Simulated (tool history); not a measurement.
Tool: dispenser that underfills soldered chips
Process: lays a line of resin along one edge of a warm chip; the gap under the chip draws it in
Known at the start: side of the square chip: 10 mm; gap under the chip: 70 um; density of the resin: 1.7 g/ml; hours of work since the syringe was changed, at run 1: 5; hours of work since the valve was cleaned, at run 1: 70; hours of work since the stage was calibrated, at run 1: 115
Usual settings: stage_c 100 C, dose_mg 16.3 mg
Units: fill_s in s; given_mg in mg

| run | hour | stage_c | dose_mg | hours of work since the syringe was changed | hours of work since the valve was cleaned | hours of work since the stage was calibrated | fill_s | given_mg |
|---|---|---|---|---|---|---|---|---|
| 1 | 0 | 100 | 16.3 | 5 | 70 | 115 | 110.4 | 15.69 |
|  | 1 | new syringe of resin |
|  | 10.1 | new syringe of resin |
| 2 | 10.4 | 100 | 16.3 | 0 | 77 | 121 | 79.9 | 15.52 |
|  | 19 | new syringe of resin |
| 3 | 19.6 | 100 | 15.4 | 0 | 83 | 127 | 83.3 | 14.76 |
| 4 | 25.6 | 100 | 15.4 | 4 | 87 | 131 | 104.6 | 14.85 |
|  | 28 | new syringe of resin |
| 5 | 35.4 | 100 | 15.4 | 5 | 93 | 138 | 109 | 14.63 |
|  | 36.9 | new syringe of resin |
|  | 45.9 | new syringe of resin |
| 6 | 45.9 | 100 | 20.9 | 0 | 100 | 144 | 75.4 | 19.61 |
| 7 | 52.8 | 100 | 18.2 | 5 | 105 | 149 | 105 | 17.28 |
|  | 55 | new syringe of resin |
| 8 | 57.8 | 100 | 18.2 | 2 | 108 | 152 | 88.8 | 17.14 |
|  | 63.7 | new syringe of resin |
| 9 | 63.7 | 100 | 16.3 | 0 | 111 | 156 | 78 | 15.33 |
| 10 | 69.7 | 100 | 16.3 | 4 | 116 | 160 | 101.5 | 15.23 |
|  | 72.8 | new syringe of resin |
| 11 | 74.5 | 100 | 20.2 | 1 | 119 | 163 | 83.5 | 18.94 |
|  | 81.7 | new syringe of resin |
| 12 | 85 | 100 | 20.2 | 2 | 125 | 170 | 90 | 18.9 |
|  | 90.7 | new syringe of resin |
|  | 92.4 | dispensing valve cleaned and set on the balance |
| 13 | 94.7 | 100 | 20.2 | 2 | 2 | 176 | 85.2 | 20.49 |
|  | 101 | new syringe of resin |
| 14 | 101.9 | 100 | 20.2 | 1 | 6 | 180 | 78.2 | 20.26 |
|  | 109.7 | new syringe of resin |
| 15 | 110.1 | 100 | 16.7 | 0 | 12 | 186 | 83.2 | 16.73 |
|  | 118.6 | new syringe of resin |
| 16 | 119.3 | 100 | 20.1 | 0 | 18 | 192 | 80.5 | 20.09 |
|  | 127.6 | new syringe of resin |
| 17 | 129.8 | 100 | 20.1 | 1 | 24 | 199 | 85.3 | 20.06 |
|  | 136.6 | new syringe of resin |
| 18 | 140 | 114 | 18.8 | 2 | 31 | 205 | 53.6 | 18.63 |
|  | 145.6 | new syringe of resin |
| 19 | 146.8 | 114 | 18.8 | 1 | 35 | 210 | 50.3 | 18.57 |
|  | 154.2 | new syringe of resin |
| 20 | 157.5 | 88 | 17.3 | 2 | 42 | 217 | 140.4 | 16.98 |
|  | 163 | new syringe of resin |
| 21 | 164.6 | 88 | 17.3 | 1 | 47 | 221 | 132.3 | 17 |
|  | 171.7 | new syringe of resin |
| 22 | 174.5 | 106 | 15.3 | 2 | 54 | 228 | 73.6 | 14.95 |
|  | 180.4 | new syringe of resin |
| 23 | 180.4 | 106 | 15.3 | 0 | 57 | 232 | 67.6 | 14.75 |
| 24 | 185.6 | 85 | 18.1 | 4 | 61 | 235 | 173.1 | 17.57 |
|  | 189.1 | new syringe of resin |
| 25 | 190.4 | 85 | 18.1 | 1 | 64 | 238 | 147.4 | 17.73 |
|  | 197.8 | new syringe of resin |
| 26 | 200.6 | 97 | 18.7 | 2 | 71 | 245 | 97.2 | 18.02 |
| 27 | 205.6 | 97 | 18.7 | 5 | 74 | 248 | 120.4 | 18.07 |
|  | 206.8 | new syringe of resin |
| 28 | 211.8 | 97 | 18.7 | 3 | 78 | 252 | 109.8 | 18.21 |
|  | 215.5 | new syringe of resin |
| 29 | 221.8 | 88 | 18.7 | 4 | 85 | 259 | 156.3 | 17.85 |
|  | 224.5 | new syringe of resin |
| 30 | 230.2 | 88 | 18.7 | 4 | 90 | 264 | 155.2 | 17.91 |
|  | 233.9 | new syringe of resin |
| 31 | 235.2 | 88 | 18.7 | 1 | 93 | 267 | 131.3 | 18.2 |
|  | 242.6 | new syringe of resin |
| 32 | 244.3 | 88 | 18.7 | 1 | 99 | 273 | 136 | 17.92 |
| 33 | 250.2 | 111 | 17.8 | 5 | 103 | 277 | 76.2 | 17.11 |
|  | 251.8 | new syringe of resin |
| 34 | 257 | 94 | 15.6 | 4 | 107 | 282 | 127.3 | 14.83 |

Forecast each of these 3 alternatives for the next run:
|  | 260.6 | new syringe of resin |
| A | 267.2 | 105 | 18.9 | 4 | 114 | 288 | ? | ? |
|  | 260.6 | new syringe of resin |
| B | 267.2 | 112 | 14.8 | 4 | 114 | 288 | ? | ? |
|  | 260.6 | new syringe of resin |
| C | 267.2 | 92 | 15.5 | 4 | 114 | 288 | ? | ? |

| run | fill_s | given_mg |
|---|---|---|
| A | 84.8 | 17.81 |
| B | 74.5 | 14.11 |
| C | 141.2 | 14.76 |
Without the tool's hidden state the same runs would have given:
| run | fill_s | given_mg |
|---|---|---|
| A | 63 | 18.79 |
| B | 54.7 | 14.88 |
| C | 103.2 | 15.57 |
